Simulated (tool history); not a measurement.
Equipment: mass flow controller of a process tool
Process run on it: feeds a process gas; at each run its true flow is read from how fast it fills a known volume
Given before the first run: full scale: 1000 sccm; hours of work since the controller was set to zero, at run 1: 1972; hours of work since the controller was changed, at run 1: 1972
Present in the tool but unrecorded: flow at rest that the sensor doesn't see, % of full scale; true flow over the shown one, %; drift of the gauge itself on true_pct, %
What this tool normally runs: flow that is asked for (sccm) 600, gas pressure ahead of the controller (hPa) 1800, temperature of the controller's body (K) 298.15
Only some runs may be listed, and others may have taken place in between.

run	hour	flow that is asked for (sccm)	gas pressure ahead of the controller (hPa)	temperature of the controller's body (K)	hours of work since the controller was set to zero	hours of work since the controller was changed	true flow (%)
1	0	600	1800	298.15	1972	1972	99.8
2	114.2	600	1800	298.15	2021	2021	99.7
3	306.2	600	1800	307.15	2102	2102	99.55
4	446	600	1800	307.15	2162	2162	99.61
5	710.6	600	1800	307.15	2274	2274	99.75
6	881.7	600	1800	307.15	2346	2346	99.64
7	1108.2	600	1800	298.15	2442	2442	100.23
8	1363.8	600	1800	298.15	2551	2551	100.3
9	1619.1	600	1800	298.15	2659	2659	100.38
10	1749.9	600	1800	301.15	2715	2715	100.31
11	1968.6	600	1800	299.15	2807	2807	100.46
12	2086.8	600	1800	298.15	2857	2857	100.58
13	2268.4	600	1800	298.15	2934	2934	100.76
14	2481.4	600	1800	298.15	3025	3025	100.8
15	2614.4	600	1800	298.15	3081	3081	100.84
16	2798.1	288	2260	298.15	3159	3159	100.32
17	2994.6	661	2740	298.15	3242	3242	100.65
18	3104.1	661	2740	298.15	3289	3289	100.78
19	3231.6	659	2740	305.15	3343	3343	100.53
20	3490.6	600	1420	299.15	3453	3453	101.18
21	3709.7	600	1420	299.15	3546	3546	101.39
22	3946.6	573	2030	308.15	3646	3646	100.85
23	4146.2	600	1880	296.15	3731	3731	101.57
24	4333.6	600	1880	296.15	3810	3810	101.59
25	4554.4	808	1800	294.15	3904	3904	102.07
26	4722.3	808	1800	294.15	3975	3975	102.06
# hour 4758.6: gauge calibrated
27	4939.1	765	2060	298.15	4067	4067	99.83
28	5199.5	980	2220	293.15	4177	4177	100.32
29	5465.5	262	1530	299.15	4290	4290	99.82

Predict each of these 5 candidate next runs independently; none follows another, all start after run 29:
# hour 5519.8: controller's zero set anew
A	5704.3	137	1530	299.15	78	4391	?
# hour 5519.8: controller's zero set anew
B	5704.3	112	2540	293.15	78	4391	?
# hour 5519.8: controller's zero set anew
C	5704.3	600	1800	305.15	78	4391	?
# hour 5519.8: controller's zero set anew
D	5704.3	132	2060	298.15	78	4391	?
# hour 5519.8: controller's zero set anew
E	5704.3	600	1470	298.15	78	4391	?

run	true flow (%)
A	99.88
B	99.72
C	100.04
D	99.67
E	100.26
Stripped of hidden state, with their random variation kept, the same runs would have yielded:
run	true flow (%)
A	99.5
B	99.34
C	99.65
D	99.28
E	99.87

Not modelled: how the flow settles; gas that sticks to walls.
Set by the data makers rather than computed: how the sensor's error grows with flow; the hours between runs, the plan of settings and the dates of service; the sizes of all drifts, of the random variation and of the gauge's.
